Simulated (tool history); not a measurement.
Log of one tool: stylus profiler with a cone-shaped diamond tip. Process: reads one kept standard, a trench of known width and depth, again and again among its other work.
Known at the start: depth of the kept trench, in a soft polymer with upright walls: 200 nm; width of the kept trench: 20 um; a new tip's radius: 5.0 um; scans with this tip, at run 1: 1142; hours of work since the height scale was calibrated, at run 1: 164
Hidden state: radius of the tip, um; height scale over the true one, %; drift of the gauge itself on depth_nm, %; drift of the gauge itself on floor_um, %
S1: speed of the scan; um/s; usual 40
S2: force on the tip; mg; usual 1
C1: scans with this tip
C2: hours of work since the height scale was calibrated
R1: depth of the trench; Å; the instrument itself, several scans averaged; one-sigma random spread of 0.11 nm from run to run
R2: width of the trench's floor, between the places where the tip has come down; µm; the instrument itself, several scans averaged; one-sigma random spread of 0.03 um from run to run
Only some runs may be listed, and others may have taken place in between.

Run 1, hour 0: usual settings; C1 1142; C2 164. Result: R1 2009.1 Å, R2 16.9 µm.
Run 2, hour 14.2: usual settings; C1 1186; C2 170. Result: R1 2008.3 Å, R2 16.91 µm.
Run 3, hour 25.2: usual settings; C1 1220; C2 175. Result: R1 2007.8 Å, R2 16.89 µm.
Run 4, hour 39.8: usual settings; C1 1266; C2 182. Result: R1 2008.4 Å, R2 16.97 µm.
Run 5, hour 55.1: usual settings; C1 1313; C2 188. Result: R1 2007.9 Å, R2 16.83 µm.
Run 6, hour 62.1: usual settings; C1 1335; C2 192. Result: R1 2007.7 Å, R2 16.87 µm.
Run 7, hour 69: usual settings but S1 11 um/s; C1 1356; C2 195. Result: R1 2004.5 Å, R2 17.04 µm.
Run 8, hour 77.7: usual settings; C1 1383; C2 198. Result: R1 2008.4 Å, R2 16.91 µm.
Run 9, hour 85.1: usual settings but S2 0.34 mg; C1 1406; C2 202. Result: R1 2004 Å, R2 16.7 µm.
Run 10, hour 94.8: usual settings but S1 23 um/s, S2 0.66 mg; C1 1436; C2 206. Result: R1 2005.8 Å, R2 16.97 µm.
Run 11, hour 102.4: usual settings but S1 20 um/s, S2 0.81 mg; C1 1459; C2 209. Result: R1 2005.7 Å, R2 16.95 µm.
Run 12, hour 116.1: usual settings but S1 64 um/s, S2 2.39 mg; C1 1502; C2 215. Result: R1 2015.1 Å, R2 16.86 µm.
Run 13, hour 128: usual settings but S1 149 um/s, S2 2.27 mg; C1 1539; C2 221. Result: R1 2014.1 Å, R2 16.54 µm.
Run 14, hour 136.1: usual settings but S1 149 um/s, S2 2.27 mg; C1 1564; C2 224. Result: R1 2013.2 Å, R2 16.5 µm.
Run 15, hour 153.2: usual settings but S1 121 um/s, S2 1.24 mg; C1 1617; C2 232. Result: R1 2008.6 Å, R2 16.49 µm.
Run 16, hour 164.5: usual settings but S1 83 um/s, S2 0.34 mg; C1 1652; C2 237. Result: R1 2002.8 Å, R2 16.26 µm.
Run 17, hour 172: usual settings but S1 92 um/s, S2 1.8 mg; C1 1675; C2 240. Result: R1 2011.2 Å, R2 16.74 µm.

What if the next run were any one of these 5? Each begins from the tool's condition after run 17:
Run A, hour 184: usual settings but S1 17 um/s, S2 1.69 mg; C1 1712; C2 246. Result: R1 ?, R2 ?.
Run B, hour 184: usual settings but S1 64 um/s, S2 0.9 mg; C1 1712; C2 246. Result: R1 ?, R2 ?.
Run C, hour 184: usual settings but S1 78 um/s, S2 0.77 mg; C1 1712; C2 246. Result: R1 ?, R2 ?.
Run D, hour 184: usual settings but S1 14 um/s, S2 2.99 mg; C1 1712; C2 246. Result: R1 ?, R2 ?.
Run E, hour 184: usual settings but S2 0.63 mg; C1 1712; C2 246. Result: R1 ?, R2 ?.

run      R1     R2
  A  2012.3  17.04
  B  2006.5  16.66
  C  2006.4  16.52
  D  2019.7  17.06
  E  2006.7  16.81
What these runs would have given with no unlogged condition in the tool:
run      R1     R2
  A  2013.7  17.15
  B  2007.9  16.78
  C  2007.8  16.63
  D  2021.1  17.17
  E  2008.2  16.92
